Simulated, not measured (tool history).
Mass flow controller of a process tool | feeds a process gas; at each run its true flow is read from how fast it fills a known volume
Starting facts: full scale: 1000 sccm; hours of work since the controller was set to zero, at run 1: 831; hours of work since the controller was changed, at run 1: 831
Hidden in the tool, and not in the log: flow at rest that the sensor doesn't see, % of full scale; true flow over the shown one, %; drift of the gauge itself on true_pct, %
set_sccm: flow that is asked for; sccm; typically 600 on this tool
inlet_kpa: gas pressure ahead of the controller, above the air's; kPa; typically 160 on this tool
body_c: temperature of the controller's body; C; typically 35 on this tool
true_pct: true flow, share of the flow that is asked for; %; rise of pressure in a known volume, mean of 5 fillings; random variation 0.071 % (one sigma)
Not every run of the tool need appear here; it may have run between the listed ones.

run	day	set_sccm	inlet_kpa	body_c	hours of work since the controller was set to zero	hours of work since the controller was changed	true_pct
1	0.000	600	160	35	831	831	100.64
2	5.746	600	160	35	897	897	100.70
3	9.508	600	239	35	940	940	100.22
4	16.067	600	239	35	1015	1015	100.05
5	20.683	600	239	35	1069	1069	100.18
6	25.996	600	257	35	1130	1130	100.16
7	30.067	600	257	25	1177	1177	99.05
8	34.850	600	257	25	1232	1232	99.11
9	41.179	600	257	25	1304	1304	99.09
10	47.288	600	257	25	1375	1375	99.00
11	50.342	447	257	25	1410	1410	98.73
12	56.983	447	257	25	1486	1486	98.67
13	60.462	447	257	25	1526	1526	98.72
14	63.562	447	257	25	1562	1562	98.82
15	68.250	447	257	25	1616	1616	98.85
16	71.238	447	257	25	1650	1650	98.86
17	77.158	447	257	25	1718	1718	98.84
18	83.071	447	161	25	1786	1786	99.70
19	88.088	600	173	35	1844	1844	101.01
20	93.771	600	160	35	1910	1910	101.10
21	96.683	600	177	35	1943	1943	101.12
22	100.304	600	267	35	1985	1985	100.47
23	103.467	600	267	35	2021	2021	100.56
24	107.250	132	160	26	2065	2065	98.07
25	112.033	132	160	26	2120	2120	98.05
26	116.742	329	208	32	2174	2174	99.77
27	121.458	329	208	32	2228	2228	99.70
28	124.804	329	208	32	2267	2267	99.69
29	131.158	134	174	38	2340	2340	99.32
30	137.883	134	174	38	2417	2417	99.39
31	143.908	134	174	38	2487	2487	99.31
32	146.783	134	174	38	2520	2520	99.37
33	153.821	134	174	38	2601	2601	99.36
34	159.425	134	174	38	2665	2665	99.36
35	163.854	109	193	30	2716	2716	97.83
36	167.292	367	202	34	2756	2756	100.42
37	173.658	367	202	34	2829	2829	100.42
38	176.888	367	202	34	2866	2866	100.40
39	180.596	367	202	34	2909	2909	100.45
40	185.479	246	202	25	2965	2965	98.87
41	188.804	246	202	25	3003	3003	98.90
42	192.258	246	202	26	3043	3043	99.00
43	197.512	600	145	35	3103	3103	101.82
44	204.629	431	192	23	3185	3185	99.61
45	208.954	404	179	23	3235	3235	99.67
46	214.312	968	179	32	3297	3297	102.36

Here are 5 independent what-if runs from the current tool condition. What would each one return?
A	219.404	968	239	32	3355	3355	?
B	219.404	575	179	28	3355	3355	?
C	219.404	161	192	25	3355	3355	?
D	219.404	600	187	35	3355	3355	?
E	219.404	600	272	36	3355	3355	?

run	true_pct
A	102.11
B	100.83
C	98.28
D	101.76
E	101.25
Take away the tool's hidden state, keep each run's random variation, and the runs would have read:
run	true_pct
A	100.42
B	99.35
C	98.08
D	100.25
E	99.75
